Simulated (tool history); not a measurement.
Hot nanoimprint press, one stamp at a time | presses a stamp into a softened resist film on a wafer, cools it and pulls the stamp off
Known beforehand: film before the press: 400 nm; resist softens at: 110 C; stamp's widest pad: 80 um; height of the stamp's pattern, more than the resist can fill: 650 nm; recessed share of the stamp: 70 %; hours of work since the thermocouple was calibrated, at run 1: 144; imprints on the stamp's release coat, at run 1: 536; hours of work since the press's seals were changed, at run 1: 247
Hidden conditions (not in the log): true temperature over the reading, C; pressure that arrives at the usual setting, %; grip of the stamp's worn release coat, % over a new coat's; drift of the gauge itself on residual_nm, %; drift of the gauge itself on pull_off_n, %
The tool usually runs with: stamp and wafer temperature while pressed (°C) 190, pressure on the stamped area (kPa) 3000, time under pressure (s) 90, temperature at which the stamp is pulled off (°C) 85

run   hour  stamp and wafer temperature while pressed (°C)  pressure on the stamped area (kPa)  time under pressure (s)  temperature at which the stamp is pulled off (°C)  hours of work since the thermocouple was calibrated  imprints on the stamp's release coat  hours of work since the press's seals were changed  resist left under the stamp's widest pad (Å)  greatest force while the stamp is pulled off (N)
  1      0                                             190                                3000                       90                                                 85                                                  144                                   536                                                 247                                          2157                                               165
  2    6.3                                             190                                3000                       46                                                 85                                                  147                                   557                                                 251                                          2640                                               167
  3     16                                             190                                3000                       90                                                 93                                                  152                                   589                                                 256                                          2153                                               142
  4   27.5                                             190                                3000                       90                                                 93                                                  158                                   628                                                 261                                          2125                                               145
  5   38.2                                             190                                3000                       90                                                 93                                                  163                                   663                                                 267                                          2182                                               142
  6   45.3                                             190                                3000                       90                                                 93                                                  167                                   687                                                 270                                          2160                                               143
  7   57.2                                             190                                3000                       90                                                 71                                                  173                                   726                                                 277                                          2192                                               220
  8   66.3                                             190                                3000                       90                                                 71                                                  178                                   757                                                 281                                          2173                                               219
  9   76.3                                             190                                3000                       90                                                 71                                                  183                                   790                                                 286                                          2179                                               219
 10   85.6                                             190                                3000                       90                                                 85                                                  187                                   821                                                 291                                          2179                                               175
 11   95.3                                             190                                3000                       90                                                 85                                                  192                                   853                                                 296                                          2179                                               175
 12  107.3                                             180                                3000                       90                                                 85                                                  198                                   893                                                 302                                          3103                                               172
 13  118.9                                             180                                3000                       90                                                 85                                                  204                                   932                                                 308                                          3117                                               178
 14  126.3                                             190                                3000                       90                                                 85                                                  208                                   957                                                 312                                          2197                                               175
 15  137.6                                             190                                3000                       90                                                 85                                                  214                                   994                                                 318                                          2169                                               174
 16    146                                             190                                3000                       90                                                 85                                                  218                                  1022                                                 322                                          2199                                               178
 17    157                                             192                                4400                      172                                                 75                                                  224                                  1059                                                 327                                          1309                                               213
 18  169.1                                             189                                3000                       90                                                 85                                                  230                                  1099                                                 334                                          2291                                               180
 19  180.9                                             190                                3000                       78                                                 92                                                  236                                  1139                                                 340                                          2278                                               154
 20  192.5                                             191                                3400                       90                                                 85                                                  242                                  1177                                                 346                                          1987                                               180
     196.5  -- plate thermocouple calibrated
 21  201.7                                             190                                2110                      110                                                 87                                                    3                                  1198                                                 349                                          2376                                               175
 22  213.5                                             190                                4030                      102                                                 77                                                    9                                  1237                                                 355                                          1904                                               209
     225.2  -- stamp cleaned and given a new release coat
     229.4  -- plate thermocouple calibrated, once more
 23  231.7                                             190                                2180                      146                                                 76                                                    1                                    12                                                 359                                          2020                                               183
 24  239.8                                             190                                3000                       90                                                 85                                                    5                                    39                                                 364                                          2074                                               154
 25  252.3                                             190                                3000                       90                                                 85                                                   12                                    81                                                 370                                          2098                                               156
 26  259.2                                             181                                2760                      116                                                 85                                                   15                                   104                                                 374                                          2864                                               160
 27  266.1                                             181                                2760                      116                                                 85                                                   19                                   127                                                 377                                          2868                                               157
 28  278.4                                             185                                3170                      106                                                 80                                                   25                                   167                                                 383                                          2405                                               170
 29  289.7                                             196                                2030                       90                                                 85                                                   31                                   205                                                 389                                          1909                                               158
 30  300.1                                             190                                3000                       90                                                 85                                                   36                                   240                                                 394                                          2109                                               161
 31  311.2                                             182                                3830                      136                                                 81                                                   42                                   277                                                 400                                          2369                                               171

Each row is a separate what-if for the run after 31, all from the same tool condition, not one after another. Results?
  A  324.7                                             185                                3150                       90                                                 72                                                   49                                   322                                                 407                                             ?                                                 ?
  B  324.7                                             182                                2690                       79                                                 90                                                   49                                   322                                                 407                                             ?                                                 ?
  C  324.7                                             190                                3890                       90                                                 83                                                   49                                   322                                                 407                                             ?                                                 ?

run  resist left under the stamp's widest pad (Å)  greatest force while the stamp is pulled off (N)
  A                                          2566                                               202
  B                                          3057                                               150
  C                                          1915                                               169
With no hidden state in the tool, these same runs would have given:
run  resist left under the stamp's widest pad (Å)  greatest force while the stamp is pulled off (N)
  A                                          2526                                               194
  B                                          3025                                               143
  C                                          1874                                               162
